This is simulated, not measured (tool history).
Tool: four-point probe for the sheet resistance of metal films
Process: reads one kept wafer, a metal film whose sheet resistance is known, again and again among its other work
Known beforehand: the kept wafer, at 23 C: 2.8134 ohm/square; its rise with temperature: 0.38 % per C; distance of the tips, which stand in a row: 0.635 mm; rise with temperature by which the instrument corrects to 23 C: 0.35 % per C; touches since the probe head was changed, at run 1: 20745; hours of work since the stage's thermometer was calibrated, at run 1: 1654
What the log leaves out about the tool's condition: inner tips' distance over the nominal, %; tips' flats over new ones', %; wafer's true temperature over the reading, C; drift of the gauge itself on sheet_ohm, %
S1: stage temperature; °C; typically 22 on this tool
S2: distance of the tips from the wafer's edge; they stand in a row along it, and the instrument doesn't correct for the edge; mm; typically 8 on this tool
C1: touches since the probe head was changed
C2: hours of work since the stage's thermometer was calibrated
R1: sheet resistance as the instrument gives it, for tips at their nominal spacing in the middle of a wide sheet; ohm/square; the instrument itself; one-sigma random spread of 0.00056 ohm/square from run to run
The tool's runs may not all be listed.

run,hour,S1,S2,C1,C2,R1
1,0,22,8,20745,1654,2.821688
2,73.2,22,8,22721,1688,2.822631
3,149.8,22,8,24787,1724,2.823012
4,203,22,8,26223,1749,2.822493
5,289,22,8,28542,1789,2.821512
# hour 293.6: stage's thermometer calibrated
6,350.2,22,8,30182,26,2.823018
7,394.5,22,8,31375,47,2.822523
8,463.8,22,75,33247,79,2.813468
9,531.3,22,75,35068,111,2.813453
10,608.9,25,75,37161,147,2.815101
11,655.5,22,8,38419,169,2.822314
12,723.6,22,8,40255,201,2.822288
13,773.2,32,8,41594,224,2.828559
14,816.9,32,8,42774,244,2.828771
15,887.4,32,8,44676,277,2.828719
16,929.6,20,8,45815,297,2.821079
17,991.4,20,8,47482,326,2.820191
18,1033.7,20,8,48624,346,2.821366
19,1081.8,30,5,49921,368,2.842506
20,1121.3,30,5,50986,386,2.842762
21,1208.2,20,12,53331,427,2.815767
22,1259.2,22,41,54709,451,2.813313
23,1316.5,34,4,56255,478,2.858564
24,1360.7,34,4,57447,498,2.858823
25,1441.7,26,49,59634,536,2.815636
26,1479.3,26,49,60648,554,2.814258
27,1547.8,21,32,62496,586,2.813442
28,1616.3,29,32,64343,618,2.818044
29,1679.7,20,64,66053,647,2.812237
30,1754.8,21,60,68081,682,2.812281
31,1818.4,21,60,69797,712,2.811584
32,1859.4,23,6,70902,731,2.830675
33,1904.7,23,6,72126,752,2.82971
34,1944.1,23,6,73188,771,2.830377
35,2025.4,20,11,75383,809,2.81601
36,2079.7,35,56,76849,834,2.82181

Predict each of these 4 candidate next runs independently; none follows another, all start after run 36:
A,2158.4,34,4,78971,871,?
B,2158.4,24,7,78971,871,?
C,2158.4,19,56,78971,871,?
D,2158.4,34,38,78971,871,?

run,R1
A,2.858066
B,2.826776
C,2.810361
D,2.820251
With the hidden condition removed and each run's random variation left untouched, the same runs would have given:
run,R1
A,2.857927
B,2.826638
C,2.810222
D,2.820115
